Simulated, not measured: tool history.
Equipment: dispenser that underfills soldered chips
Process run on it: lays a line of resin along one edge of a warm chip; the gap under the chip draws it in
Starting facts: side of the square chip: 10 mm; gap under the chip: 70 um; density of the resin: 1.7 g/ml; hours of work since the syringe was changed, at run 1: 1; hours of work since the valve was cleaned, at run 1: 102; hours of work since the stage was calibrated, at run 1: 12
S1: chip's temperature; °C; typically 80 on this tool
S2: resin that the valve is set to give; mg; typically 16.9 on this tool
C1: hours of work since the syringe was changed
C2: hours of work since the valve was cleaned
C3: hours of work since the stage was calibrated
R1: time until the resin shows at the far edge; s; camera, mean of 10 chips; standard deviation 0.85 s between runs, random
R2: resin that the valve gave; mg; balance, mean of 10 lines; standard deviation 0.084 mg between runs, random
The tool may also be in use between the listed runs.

| run | hour | S1 | S2 | C1 | C2 | C3 | R1 | R2 |
|---|---|---|---|---|---|---|---|---|
| 1 | 0.0 | 80 | 16.9 | 1 | 102 | 12 | 84.9 | 15.25 |
| 2 | 3.5 | 80 | 16.9 | 3 | 104 | 15 | 94.2 | 15.06 |
| 3 | 6.7 | 80 | 17.4 | 6 | 107 | 17 | 106.6 | 15.66 |
| 4 | 10.8 | 80 | 17.4 | 9 | 110 | 20 | 123.5 | 15.46 |
|  | 14.2 | new syringe of resin |
| 5 | 14.4 | 80 | 20.6 | 0 | 112 | 22 | 76.2 | 18.45 |
| 6 | 17.6 | 80 | 20.6 | 3 | 114 | 25 | 86.0 | 18.29 |
| 7 | 20.5 | 80 | 16.9 | 5 | 117 | 27 | 99.9 | 14.86 |
| 8 | 24.7 | 80 | 18.8 | 8 | 120 | 30 | 112.7 | 16.66 |
| 9 | 27.1 | 84 | 17.1 | 10 | 121 | 32 | 111.3 | 15.14 |
|  | 29.5 | new syringe of resin |
|  | 30.9 | dispensing valve cleaned and set on the balance |
| 10 | 30.9 | 79 | 21.9 | 0 | 0 | 34 | 80.6 | 21.89 |
| 11 | 35.1 | 79 | 21.9 | 3 | 3 | 37 | 91.0 | 21.76 |
| 12 | 38.7 | 94 | 21.9 | 6 | 6 | 39 | 62.4 | 21.82 |
| 13 | 42.4 | 94 | 21.9 | 9 | 8 | 42 | 71.1 | 21.61 |
| 14 | 45.1 | 73 | 16.4 | 11 | 10 | 44 | 168.9 | 16.19 |
|  | 45.9 | new syringe of resin |
| 15 | 49.7 | 73 | 16.4 | 3 | 14 | 47 | 117.0 | 16.23 |

What if the next run were any one of these 4? Each begins from the tool's condition after run 15:
| A | 52.2 | 88 | 20.6 | 5 | 15 | 49 | ? | ? |
| B | 52.2 | 91 | 18.7 | 5 | 15 | 49 | ? | ? |
| C | 52.2 | 81 | 20.5 | 5 | 15 | 49 | ? | ? |
| D | 52.2 | 85 | 17.2 | 5 | 15 | 49 | ? | ? |

| run | R1 | R2 |
|---|---|---|
| A | 72.5 | 20.21 |
| B | 67.3 | 18.34 |
| C | 92.8 | 20.29 |
| D | 81.8 | 16.84 |
Stripped of hidden state, with their random variation kept, the same runs would have yielded:
| run | R1 | R2 |
|---|---|---|
| A | 58.0 | 20.49 |
| B | 53.9 | 18.60 |
| C | 74.4 | 20.57 |
| D | 65.4 | 17.07 |
